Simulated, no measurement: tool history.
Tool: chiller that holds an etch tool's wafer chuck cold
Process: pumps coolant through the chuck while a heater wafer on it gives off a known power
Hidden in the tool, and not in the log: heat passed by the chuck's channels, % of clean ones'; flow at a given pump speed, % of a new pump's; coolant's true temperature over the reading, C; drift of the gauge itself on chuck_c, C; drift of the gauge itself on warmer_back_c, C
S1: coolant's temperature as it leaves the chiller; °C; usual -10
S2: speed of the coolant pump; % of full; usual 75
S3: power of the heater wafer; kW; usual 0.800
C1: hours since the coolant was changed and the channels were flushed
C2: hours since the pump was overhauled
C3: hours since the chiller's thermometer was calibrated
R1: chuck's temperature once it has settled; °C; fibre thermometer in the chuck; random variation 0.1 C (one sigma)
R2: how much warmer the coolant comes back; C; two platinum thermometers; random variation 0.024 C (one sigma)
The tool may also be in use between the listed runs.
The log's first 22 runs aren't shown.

{"run": 23, "hour": 1551.2, "S1": -10, "S2": 80, "S3": 1.143, "C1": 955, "C2": 2942, "C3": 186, "R1": -2.6, "R2": 2.8}
{"run": 24, "hour": 1599.0, "S1": -10, "S2": 80, "S3": 1.143, "C1": 1003, "C2": 2990, "C3": 234, "R1": -2.5, "R2": 2.81}
{"run": 25, "hour": 1686.9, "S1": -10, "S2": 80, "S3": 1.143, "C1": 1091, "C2": 3078, "C3": 322, "R1": -2.5, "R2": 2.82}
{"run": 26, "hour": 1776.6, "S1": -10, "S2": 80, "S3": 1.143, "C1": 1180, "C2": 3168, "C3": 411, "R1": -2.5, "R2": 2.89}
{"run": 27, "hour": 1836.2, "S1": -10, "S2": 99, "S3": 0.801, "C1": 1240, "C2": 3227, "C3": 471, "R1": -5.5, "R2": 1.61}
{"run": 28, "hour": 1929.5, "S1": -12, "S2": 73, "S3": 0.497, "C1": 1333, "C2": 3321, "C3": 564, "R1": -8.4, "R2": 1.36}
{"run": 29, "hour": 2008.0, "S1": -10, "S2": 92, "S3": 0.667, "C1": 1412, "C2": 3399, "C3": 643, "R1": -5.8, "R2": 1.46}
{"run": 30, "hour": 2089.9, "S1": -10, "S2": 92, "S3": 0.667, "C1": 1494, "C2": 3481, "C3": 725, "R1": -5.9, "R2": 1.47}
{"run": 31, "hour": 2147.4, "S1": -10, "S2": 75, "S3": 0.842, "C1": 1551, "C2": 3539, "C3": 782, "R1": -4.0, "R2": 2.26}
{"run": 32, "hour": 2227.0, "S1": -10, "S2": 75, "S3": 0.646, "C1": 1631, "C2": 3618, "C3": 862, "R1": -5.2, "R2": 1.75}

Forecast each of these 4 alternatives for the next run:
{"run": "A", "hour": 2320.3, "S1": -11, "S2": 75, "S3": 0.8, "C1": 1724, "C2": 3711, "C3": 955, "R1": "?", "R2": "?"}
{"run": "B", "hour": 2320.3, "S1": -16, "S2": 80, "S3": 1.174, "C1": 1724, "C2": 3711, "C3": 955, "R1": "?", "R2": "?"}
{"run": "C", "hour": 2320.3, "S1": -8, "S2": 77, "S3": 0.646, "C1": 1724, "C2": 3711, "C3": 955, "R1": "?", "R2": "?"}
{"run": "D", "hour": 2320.3, "S1": -13, "S2": 67, "S3": 0.563, "C1": 1724, "C2": 3711, "C3": 955, "R1": "?", "R2": "?"}

run=A R1=-5.2 R2=2.15
run=B R1=-7.8 R2=2.95
run=C R1=-3.4 R2=1.71
run=D R1=-8.3 R2=1.71
Without the tool's hidden state the same runs would have given:
run=A R1=-6.0 R2=1.98
run=B R1=-8.8 R2=2.71
run=C R1=-4.0 R2=1.57
run=D R1=-9.0 R2=1.57

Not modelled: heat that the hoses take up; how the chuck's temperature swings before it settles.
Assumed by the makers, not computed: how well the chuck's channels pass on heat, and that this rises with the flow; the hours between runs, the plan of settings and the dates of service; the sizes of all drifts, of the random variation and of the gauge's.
